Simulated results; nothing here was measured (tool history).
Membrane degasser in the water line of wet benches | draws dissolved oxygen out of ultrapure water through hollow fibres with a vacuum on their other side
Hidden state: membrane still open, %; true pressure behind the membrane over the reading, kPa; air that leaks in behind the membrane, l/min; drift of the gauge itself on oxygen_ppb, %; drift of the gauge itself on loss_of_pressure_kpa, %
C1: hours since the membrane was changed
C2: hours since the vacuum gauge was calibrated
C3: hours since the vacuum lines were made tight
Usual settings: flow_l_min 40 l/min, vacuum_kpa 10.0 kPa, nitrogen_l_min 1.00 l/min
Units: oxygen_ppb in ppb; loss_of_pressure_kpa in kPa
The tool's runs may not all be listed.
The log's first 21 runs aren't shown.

Run 22, hour 1887.4: usual settings but flow_l_min 27 l/min, vacuum_kpa 6.8 kPa, nitrogen_l_min 1.74 l/min; C1 6224; C2 4115; C3 3054. Result: oxygen_ppb 156.2 ppb, loss_of_pressure_kpa 37.77 kPa.
Run 23, hour 1988.8: usual settings but flow_l_min 27 l/min, vacuum_kpa 19.8 kPa, nitrogen_l_min 1.06 l/min; C1 6326; C2 4216; C3 3155. Result: oxygen_ppb 866.5 ppb, loss_of_pressure_kpa 37.67 kPa.
Run 24, hour 2093.5: usual settings but flow_l_min 36 l/min, vacuum_kpa 19.8 kPa, nitrogen_l_min 0.81 l/min; C1 6430; C2 4321; C3 3260. Result: oxygen_ppb 1322.8 ppb, loss_of_pressure_kpa 50.09 kPa.
Run 25, hour 2156.8: usual settings but flow_l_min 34 l/min, vacuum_kpa 9.2 kPa; C1 6494; C2 4384; C3 3323. Result: oxygen_ppb 466.1 ppb, loss_of_pressure_kpa 47.07 kPa.
Run 26, hour 2219.4: usual settings but nitrogen_l_min 2.08 l/min; C1 6556; C2 4447; C3 3386. Result: oxygen_ppb 365.0 ppb, loss_of_pressure_kpa 55.91 kPa.
Run 27, hour 2310.7: usual settings but flow_l_min 27 l/min, vacuum_kpa 7.0 kPa, nitrogen_l_min 2.99 l/min; C1 6648; C2 4538; C3 3477. Result: oxygen_ppb 110.9 ppb, loss_of_pressure_kpa 37.76 kPa.
Run 28, hour 2433.5: usual settings but flow_l_min 57 l/min, vacuum_kpa 21.9 kPa, nitrogen_l_min 0.44 l/min; C1 6770; C2 4661; C3 3600. Result: oxygen_ppb 2735.2 ppb, loss_of_pressure_kpa 79.48 kPa.
Run 29, hour 2499.5: usual settings but vacuum_kpa 6.1 kPa, nitrogen_l_min 0.92 l/min; C1 6836; C2 4727; C3 3666. Result: oxygen_ppb 332.1 ppb, loss_of_pressure_kpa 55.75 kPa.
Run 30, hour 2626.8: usual settings but flow_l_min 45 l/min, vacuum_kpa 10.7 kPa, nitrogen_l_min 0.78 l/min; C1 6964; C2 4854; C3 3793. Result: oxygen_ppb 845.8 ppb, loss_of_pressure_kpa 62.91 kPa.

The next listed run, before its measurement:
Run 31, hour 2701.8: usual settings but flow_l_min 37 l/min, vacuum_kpa 12.7 kPa, nitrogen_l_min 2.38 l/min; C1 7039; C2 4929; C3 3868. Result: oxygen_ppb ?, loss_of_pressure_kpa ?.

{"run 31": {"oxygen_ppb": 392.9, "loss_of_pressure_kpa": 51.75}}
Without the tool's hidden state the same run would have given oxygen_ppb 378.8 ppb, loss_of_pressure_kpa 50.31 kPa.
